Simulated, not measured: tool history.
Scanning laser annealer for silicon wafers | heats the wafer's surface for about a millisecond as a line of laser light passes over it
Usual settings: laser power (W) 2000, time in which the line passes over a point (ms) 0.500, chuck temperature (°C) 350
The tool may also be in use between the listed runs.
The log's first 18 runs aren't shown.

| run | day | laser power (W) | time in which the line passes over a point (ms) | chuck temperature (°C) | highest temperature of the surface (°C) |
|---|---|---|---|---|---|
| 19 | 16.942 | 1871 | 0.500 | 350 | 1030 |
|  | 18.208 | window over the wafer cleaned, once more |
| 20 | 18.208 | 1871 | 0.500 | 350 | 1055 |
| 21 | 18.912 | 1871 | 0.500 | 350 | 1055 |
| 22 | 19.733 | 2136 | 0.620 | 316 | 1201 |
| 23 | 21.025 | 2116 | 0.361 | 340 | 1024 |
| 24 | 22.317 | 1844 | 0.500 | 388 | 1076 |
| 25 | 22.983 | 1985 | 0.500 | 343 | 1085 |
| 26 | 24.233 | 2099 | 0.500 | 346 | 1134 |
| 27 | 25.425 | 2121 | 0.500 | 346 | 1143 |
| 28 | 26.071 | 2077 | 0.407 | 337 | 1042 |
| 29 | 27.425 | 1712 | 0.500 | 384 | 1021 |
| 30 | 28.762 | 1712 | 0.500 | 384 | 1021 |
| 31 | 29.650 | 1916 | 0.504 | 371 | 1088 |
| 32 | 30.325 | 1916 | 0.504 | 371 | 1088 |
| 33 | 31.029 | 1916 | 0.504 | 371 | 1086 |
| 34 | 32.292 | 1916 | 0.504 | 371 | 1086 |
| 35 | 33.321 | 1871 | 0.409 | 350 | 982 |
| 36 | 34.183 | 1796 | 0.353 | 350 | 916 |
| 37 | 35.488 | 1934 | 0.365 | 313 | 938 |
| 38 | 36.412 | 1756 | 0.500 | 377 | 1028 |
| 39 | 37.738 | 2048 | 0.500 | 365 | 1125 |
| 40 | 38.708 | 2048 | 0.500 | 365 | 1124 |
| 41 | 39.904 | 2048 | 0.375 | 387 | 1054 |
| 42 | 40.533 | 2084 | 0.375 | 387 | 1066 |

Forecast each of these 3 alternatives for the next run:
| A | 41.646 | 1835 | 0.500 | 350 | ? |
| B | 41.646 | 1742 | 0.472 | 371 | ? |
| C | 41.646 | 1833 | 0.465 | 350 | ? |

| run | highest temperature of the surface (°C) |
|---|---|
| A | 1028 |
| B | 1001 |
| C | 1005 |
Without the tool's hidden state the same runs would have given:
| run | highest temperature of the surface (°C) |
|---|---|
| A | 1041 |
| B | 1013 |
| C | 1018 |
